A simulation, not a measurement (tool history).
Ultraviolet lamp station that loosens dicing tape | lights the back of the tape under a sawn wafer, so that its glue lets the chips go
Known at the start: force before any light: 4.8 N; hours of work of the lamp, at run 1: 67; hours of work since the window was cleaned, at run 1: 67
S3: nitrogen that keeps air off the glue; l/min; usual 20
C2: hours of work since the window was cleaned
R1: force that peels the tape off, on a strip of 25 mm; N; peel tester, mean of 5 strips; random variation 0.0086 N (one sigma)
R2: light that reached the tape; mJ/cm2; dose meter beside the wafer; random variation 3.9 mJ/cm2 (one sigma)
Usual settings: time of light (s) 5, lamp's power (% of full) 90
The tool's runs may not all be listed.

run 1 hour=0 | time_of_light_(s)=5 lamp's_power_(%_of_full)=90 S3=20 | hours_of_work_of_the_lamp=67 C2=67 | R1=0.35 R2=662
run 2 hour=31.6 | time_of_light_(s)=5 lamp's_power_(%_of_full)=90 S3=20 | hours_of_work_of_the_lamp=88 C2=88 | R1=0.341 R2=659
run 3 hour=67.9 | time_of_light_(s)=5 lamp's_power_(%_of_full)=63 S3=20 | hours_of_work_of_the_lamp=113 C2=113 | R1=0.715 R2=460
run 4 hour=108.4 | time_of_light_(s)=5 lamp's_power_(%_of_full)=63 S3=20 | hours_of_work_of_the_lamp=140 C2=140 | R1=0.692 R2=458
run 5 hour=132.2 | time_of_light_(s)=5 lamp's_power_(%_of_full)=63 S3=20 | hours_of_work_of_the_lamp=156 C2=156 | R1=0.717 R2=460
run 6 hour=156.1 | time_of_light_(s)=2 lamp's_power_(%_of_full)=62 S3=20 | hours_of_work_of_the_lamp=172 C2=172 | R1=2.206 R2=184
run 7 hour=203.3 | time_of_light_(s)=2 lamp's_power_(%_of_full)=62 S3=20 | hours_of_work_of_the_lamp=203 C2=203 | R1=2.23 R2=183

The next listed run, before its measurement:
run 8 hour=240.5 | time_of_light_(s)=5 lamp's_power_(%_of_full)=80 S3=7 | hours_of_work_of_the_lamp=228 C2=228 | R1=? R2=?

{"run 8": {"R1": 0.717, "R2": 584}}
Without the tool's hidden state the same run would have given R1 0.716 N, R2 590 mJ/cm2.

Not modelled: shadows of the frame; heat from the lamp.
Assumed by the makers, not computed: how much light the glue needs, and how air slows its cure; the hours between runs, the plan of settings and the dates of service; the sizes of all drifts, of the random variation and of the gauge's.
